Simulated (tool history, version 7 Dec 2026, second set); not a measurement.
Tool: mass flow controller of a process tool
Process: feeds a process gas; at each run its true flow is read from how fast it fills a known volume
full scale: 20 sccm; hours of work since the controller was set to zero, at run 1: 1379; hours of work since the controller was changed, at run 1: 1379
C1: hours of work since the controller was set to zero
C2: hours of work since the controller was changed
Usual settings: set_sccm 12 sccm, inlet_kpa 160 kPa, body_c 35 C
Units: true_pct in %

Run 1, hour 0.0: usual settings; C1 1379; C2 1379. Result: true_pct 99.85 %.
Run 2, hour 88.6: usual settings but body_c 34 C; C1 1414; C2 1414. Result: true_pct 99.34 %.
Run 3, hour 170.8: usual settings but body_c 34 C; C1 1446; C2 1446. Result: true_pct 99.47 %.
Run 4, hour 225.7: usual settings but set_sccm 16 sccm, body_c 34 C; C1 1468; C2 1468. Result: true_pct 99.79 %.
Run 5, hour 345.1: usual settings but set_sccm 16 sccm, body_c 34 C; C1 1515; C2 1515. Result: true_pct 99.66 %.
Run 6, hour 418.2: usual settings but set_sccm 16 sccm, body_c 34 C; C1 1543; C2 1543. Result: true_pct 99.49 %.
Run 7, hour 540.4: usual settings but set_sccm 16 sccm, body_c 34 C; C1 1591; C2 1591. Result: true_pct 99.20 %.
Run 8, hour 672.6: usual settings but set_sccm 16 sccm, body_c 34 C; C1 1644; C2 1644. Result: true_pct 98.97 %.
Run 9, hour 761.0: usual settings; C1 1678; C2 1678. Result: true_pct 98.45 %.
Run 10, hour 887.0: usual settings; C1 1728; C2 1728. Result: true_pct 98.43 %.
Run 11, hour 1011.2: usual settings; C1 1777; C2 1777. Result: true_pct 98.24 %.
Run 12, hour 1113.9: usual settings; C1 1817; C2 1817. Result: true_pct 98.05 %.
Run 13, hour 1241.5: usual settings but inlet_kpa 202 kPa; C1 1867; C2 1867. Result: true_pct 98.22 %.
Run 14, hour 1372.5: usual settings but set_sccm 3 sccm; C1 1919; C2 1919. Result: true_pct 96.77 %.
Run 15, hour 1497.1: usual settings but set_sccm 3 sccm; C1 1968; C2 1968. Result: true_pct 96.32 %.
Run 16, hour 1559.0: usual settings but body_c 22 C; C1 1992; C2 1992. Result: true_pct 96.12 %.
Run 17, hour 1688.4: usual settings but body_c 22 C; C1 2043; C2 2043. Result: true_pct 95.83 %.
Run 18, hour 1791.0: usual settings but body_c 22 C; C1 2083; C2 2083. Result: true_pct 95.75 %.
At hour 1876.2: gauge calibrated.
Run 19, hour 1918.6: usual settings but body_c 22 C; C1 2134; C2 2134. Result: true_pct 98.35 %.
Run 20, hour 1986.2: usual settings but body_c 22 C; C1 2160; C2 2160. Result: true_pct 98.27 %.
Run 21, hour 2060.0: usual settings but set_sccm 7 sccm, inlet_kpa 149 kPa, body_c 26 C; C1 2189; C2 2189. Result: true_pct 97.93 %.
Run 22, hour 2134.5: usual settings but set_sccm 7 sccm, inlet_kpa 149 kPa, body_c 26 C; C1 2219; C2 2219. Result: true_pct 97.71 %.
Run 23, hour 2200.7: usual settings but set_sccm 7 sccm, inlet_kpa 149 kPa, body_c 26 C; C1 2245; C2 2245. Result: true_pct 97.60 %.
Run 24, hour 2310.1: usual settings but set_sccm 7 sccm, inlet_kpa 149 kPa, body_c 26 C; C1 2288; C2 2288. Result: true_pct 97.62 %.
Run 25, hour 2394.7: usual settings but set_sccm 2 sccm; C1 2321; C2 2321. Result: true_pct 97.64 %.
Run 26, hour 2506.9: usual settings but set_sccm 2 sccm; C1 2365; C2 2365. Result: true_pct 97.51 %.
Run 27, hour 2624.3: usual settings but set_sccm 19 sccm; C1 2411; C2 2411. Result: true_pct 99.40 %.
Run 28, hour 2713.4: usual settings but set_sccm 8 sccm, body_c 27 C; C1 2446; C2 2446. Result: true_pct 97.17 %.
Run 29, hour 2816.3: usual settings but set_sccm 8 sccm, inlet_kpa 173 kPa, body_c 23 C; C1 2487; C2 2487. Result: true_pct 96.76 %.
Run 30, hour 2913.7: usual settings but set_sccm 8 sccm, inlet_kpa 173 kPa, body_c 23 C; C1 2525; C2 2525. Result: true_pct 96.72 %.
Run 31, hour 3009.4: usual settings but set_sccm 8 sccm, inlet_kpa 173 kPa, body_c 29 C; C1 2563; C2 2563. Result: true_pct 97.09 %.
Run 32, hour 3133.7: usual settings but set_sccm 2 sccm, inlet_kpa 227 kPa, body_c 28 C; C1 2612; C2 2612. Result: true_pct 96.59 %.
Run 33, hour 3263.3: usual settings but inlet_kpa 198 kPa; C1 2663; C2 2663. Result: true_pct 97.99 %.
Run 34, hour 3339.5: usual settings but inlet_kpa 198 kPa; C1 2693; C2 2693. Result: true_pct 97.83 %.
Run 35, hour 3429.5: usual settings but set_sccm 6 sccm, inlet_kpa 156 kPa, body_c 31 C; C1 2728; C2 2728. Result: true_pct 96.21 %.
Run 36, hour 3557.0: usual settings but inlet_kpa 156 kPa, body_c 29 C; C1 2778; C2 2778. Result: true_pct 96.66 %.
Run 37, hour 3610.8: usual settings but inlet_kpa 156 kPa, body_c 29 C; C1 2799; C2 2799. Result: true_pct 96.54 %.

5 ways to go on from here, each from the tool as it stands after run 37. What would each give?
Run A, hour 3704.5: usual settings but set_sccm 2 sccm, inlet_kpa 261 kPa, body_c 40 C; C1 2836; C2 2836. Result: true_pct ?.
Run B, hour 3704.5: usual settings but set_sccm 8 sccm, inlet_kpa 238 kPa, body_c 36 C; C1 2836; C2 2836. Result: true_pct ?.
Run C, hour 3704.5: usual settings but inlet_kpa 156 kPa, body_c 25 C; C1 2836; C2 2836. Result: true_pct ?.
Run D, hour 3704.5: usual settings but set_sccm 2 sccm, inlet_kpa 144 kPa, body_c 24 C; C1 2836; C2 2836. Result: true_pct ?.
Run E, hour 3704.5: usual settings but inlet_kpa 233 kPa, body_c 38 C; C1 2836; C2 2836. Result: true_pct ?.

run  true_pct
  A     96.93
  B     97.22
  C     95.92
  D     94.49
  E     97.72
Without the tool's hidden state the same runs would have given:
run  true_pct
  A     99.71
  B    100.00
  C     98.65
  D     97.20
  E    100.51
